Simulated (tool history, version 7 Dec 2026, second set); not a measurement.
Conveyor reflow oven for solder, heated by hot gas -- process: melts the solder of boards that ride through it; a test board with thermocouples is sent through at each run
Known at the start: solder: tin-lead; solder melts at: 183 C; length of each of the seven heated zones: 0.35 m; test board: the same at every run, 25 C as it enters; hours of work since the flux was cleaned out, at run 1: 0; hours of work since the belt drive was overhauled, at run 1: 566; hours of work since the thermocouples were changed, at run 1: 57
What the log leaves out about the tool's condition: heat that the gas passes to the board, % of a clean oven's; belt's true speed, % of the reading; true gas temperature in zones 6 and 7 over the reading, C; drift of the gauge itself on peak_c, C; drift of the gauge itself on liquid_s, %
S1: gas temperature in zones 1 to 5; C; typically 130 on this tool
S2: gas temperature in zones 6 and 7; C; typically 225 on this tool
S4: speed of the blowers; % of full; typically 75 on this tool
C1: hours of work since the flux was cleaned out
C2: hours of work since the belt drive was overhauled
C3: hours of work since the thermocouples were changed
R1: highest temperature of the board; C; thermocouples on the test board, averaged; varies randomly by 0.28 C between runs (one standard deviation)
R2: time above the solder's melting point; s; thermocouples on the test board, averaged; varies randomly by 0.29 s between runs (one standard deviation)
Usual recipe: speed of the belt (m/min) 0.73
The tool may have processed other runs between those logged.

{"run": 1, "day": 0.0, "S1": 130, "S2": 225, "speed of the belt (m/min)": 0.73, "S4": 75, "C1": 0, "C2": 566, "C3": 57, "R1": 207.0, "R2": 34.8}
{"run": 2, "day": 1.775, "S1": 130, "S2": 225, "speed of the belt (m/min)": 0.73, "S4": 75, "C1": 34, "C2": 599, "C3": 91, "R1": 206.6, "R2": 34.0}
{"run": 3, "day": 3.788, "S1": 130, "S2": 225, "speed of the belt (m/min)": 0.67, "S4": 75, "C1": 72, "C2": 637, "C3": 129, "R1": 209.0, "R2": 39.5}
{"run": 4, "day": 5.517, "S1": 130, "S2": 225, "speed of the belt (m/min)": 0.73, "S4": 75, "C1": 105, "C2": 670, "C3": 162, "R1": 205.6, "R2": 32.9}
{"run": 5, "day": 6.646, "S1": 130, "S2": 225, "speed of the belt (m/min)": 0.73, "S4": 75, "C1": 126, "C2": 692, "C3": 183, "R1": 205.3, "R2": 32.8}
{"run": 6, "day": 8.992, "S1": 130, "S2": 225, "speed of the belt (m/min)": 0.73, "S4": 75, "C1": 170, "C2": 736, "C3": 228, "R1": 205.2, "R2": 32.3}
{"run": 7, "day": 10.379, "S1": 130, "S2": 218, "speed of the belt (m/min)": 0.73, "S4": 75, "C1": 197, "C2": 762, "C3": 254, "R1": 199.0, "R2": 26.7}
{"run": 8, "day": 11.642, "S1": 130, "S2": 218, "speed of the belt (m/min)": 0.73, "S4": 75, "C1": 221, "C2": 786, "C3": 278, "R1": 198.1, "R2": 26.2}
{"run": 9, "day": 12.917, "S1": 130, "S2": 218, "speed of the belt (m/min)": 0.73, "S4": 75, "C1": 245, "C2": 810, "C3": 302, "R1": 198.6, "R2": 25.8}
{"run": 10, "day": 14.071, "S1": 130, "S2": 218, "speed of the belt (m/min)": 0.73, "S4": 75, "C1": 267, "C2": 832, "C3": 324, "R1": 197.7, "R2": 25.0}
{"run": 11, "day": 16.408, "S1": 130, "S2": 218, "speed of the belt (m/min)": 0.73, "S4": 75, "C1": 311, "C2": 877, "C3": 368, "R1": 197.5, "R2": 24.6}
{"run": 12, "day": 17.629, "S1": 130, "S2": 218, "speed of the belt (m/min)": 0.73, "S4": 75, "C1": 334, "C2": 900, "C3": 391, "R1": 196.6, "R2": 24.5}
{"run": 13, "day": 18.804, "S1": 130, "S2": 218, "speed of the belt (m/min)": 0.73, "S4": 75, "C1": 356, "C2": 922, "C3": 414, "R1": 196.8, "R2": 23.9}
{"run": 14, "day": 20.3, "S1": 130, "S2": 225, "speed of the belt (m/min)": 0.73, "S4": 75, "C1": 385, "C2": 950, "C3": 442, "R1": 202.6, "R2": 29.2}
{"day": 20.712, "done": "flux residue cleaned out of gas plates and filters"}
{"run": 15, "day": 22.9, "S1": 130, "S2": 225, "speed of the belt (m/min)": 0.73, "S4": 75, "C1": 42, "C2": 996, "C3": 487, "R1": 205.6, "R2": 34.5}
{"run": 16, "day": 24.792, "S1": 130, "S2": 216, "speed of the belt (m/min)": 0.73, "S4": 75, "C1": 77, "C2": 1032, "C3": 523, "R1": 198.7, "R2": 26.8}
{"run": 17, "day": 27.088, "S1": 130, "S2": 216, "speed of the belt (m/min)": 0.73, "S4": 75, "C1": 121, "C2": 1075, "C3": 567, "R1": 198.0, "R2": 26.0}

Run 18 has not been measured yet. What should we expect?
{"run": 18, "day": 28.429, "S1": 130, "S2": 216, "speed of the belt (m/min)": 0.73, "S4": 75, "C1": 146, "C2": 1101, "C3": 592, "R1": "?", "R2": "?"}

R1: 198.0 C
R2: 25.8 s
If the tool had no hidden condition, the same run with the same run-to-run variation would have returned R1 199.9 C, R2 27.4 s.
